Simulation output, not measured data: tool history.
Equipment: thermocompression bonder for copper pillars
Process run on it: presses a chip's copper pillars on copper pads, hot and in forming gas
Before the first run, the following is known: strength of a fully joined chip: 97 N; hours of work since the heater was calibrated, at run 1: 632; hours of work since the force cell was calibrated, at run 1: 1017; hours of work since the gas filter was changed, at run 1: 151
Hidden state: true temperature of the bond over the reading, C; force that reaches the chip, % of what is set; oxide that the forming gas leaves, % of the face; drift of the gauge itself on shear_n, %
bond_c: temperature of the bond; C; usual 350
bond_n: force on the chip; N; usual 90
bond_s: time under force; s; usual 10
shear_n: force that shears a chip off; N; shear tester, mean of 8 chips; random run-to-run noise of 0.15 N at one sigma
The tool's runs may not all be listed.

run	hour	bond_c	bond_n	bond_s	hours of work since the heater was calibrated	hours of work since the force cell was calibrated	hours of work since the gas filter was changed	shear_n
1	0	350	90	10	632	1017	151	52.1
# hour 11.2: force cell calibrated
2	28.8	336	90	10	647	10	166	43.5
3	58.5	336	90	10	663	26	183	43.8
4	86.9	336	90	10	679	42	199	43.5
5	111.8	336	90	10	693	56	212	43.5
6	133	336	90	10	705	68	224	43.2
7	159.5	336	90	10	719	82	239	43.4
8	177.7	367	90	10	729	92	249	56.7
9	201.6	367	90	10	743	106	262	56.4
10	227.5	324	90	10	757	120	277	37.8
11	252.2	324	90	10	770	133	290	37.9
12	279.9	350	90	10	786	149	306	48.7
13	300.8	350	108	10	797	160	317	53.7
14	322.6	350	55	10	810	173	329	35.9
15	344.8	350	86	10	822	185	342	47.4
16	371.9	350	86	10	837	200	357	47.1
17	392.8	350	86	10	848	211	368	46.7
# hour 400.6: forming gas filter changed
18	421.5	350	86	10	864	227	12	51.5
19	450.2	343	90	10	880	243	27	49.1
20	472.4	343	90	10	892	255	40	49
21	487	350	90	10	900	263	48	52.4
22	511.5	344	66	15	914	277	61	47.5
23	524.8	344	66	15	921	284	69	47.2
24	551.2	350	124	10	936	299	83	61.5
25	581.1	350	124	10	952	315	100	61.1
26	594	350	119	10	960	323	107	60.1
27	618.7	368	90	21	973	336	121	72
28	632.7	350	110	27	981	344	129	73.5
29	658.7	347	91	14	995	358	143	56
30	679.3	343	68	14	1007	370	154	45.9
31	693.4	350	90	10	1015	378	162	51.3
32	708	353	69	10	1023	386	170	45.2
33	720.1	333	69	5	1029	392	177	27.9
34	738.3	344	129	8	1040	403	187	55.3
35	759.4	379	55	5	1051	414	199	38.6
36	773.8	379	55	5	1059	422	207	38.4
37	788.7	379	55	5	1067	430	215	38.4
38	808.1	325	115	10	1078	441	226	46.1
39	826	325	115	10	1088	451	236	46.1
40	854.7	325	115	10	1104	467	252	46.2
41	869.7	361	115	16	1112	475	260	69.5

Subtracting, for every run, the result it would have given without the tool's unlogged condition from the measured result gives the following. The same run-to-run variation enters both numbers; the gauge's scatter may not:
run	shear_n
1	+1.4
2	-0.6
3	-0.6
4	-0.8
5	-0.8
6	-0.9
7	-1.1
8	-2
9	-2.1
10	-1
11	-1.1
12	-1.9
13	-2.4
14	-1.4
15	-2.2
16	-2.3
17	-2.4
18	+1.9
19	+1.8
20	+1.7
21	+1.7
22	+1.5
23	+1.5
24	+1.2
25	+1
26	+0.9
27	+0.2
28	+0.1
29	+0.7
30	+0.8
31	+0.6
32	+0.6
33	+0.8
34	+0.3
35	+0.4
36	+0.3
37	+0.3
38	+0.3
39	+0.2
40	+0.2
41	-1.7

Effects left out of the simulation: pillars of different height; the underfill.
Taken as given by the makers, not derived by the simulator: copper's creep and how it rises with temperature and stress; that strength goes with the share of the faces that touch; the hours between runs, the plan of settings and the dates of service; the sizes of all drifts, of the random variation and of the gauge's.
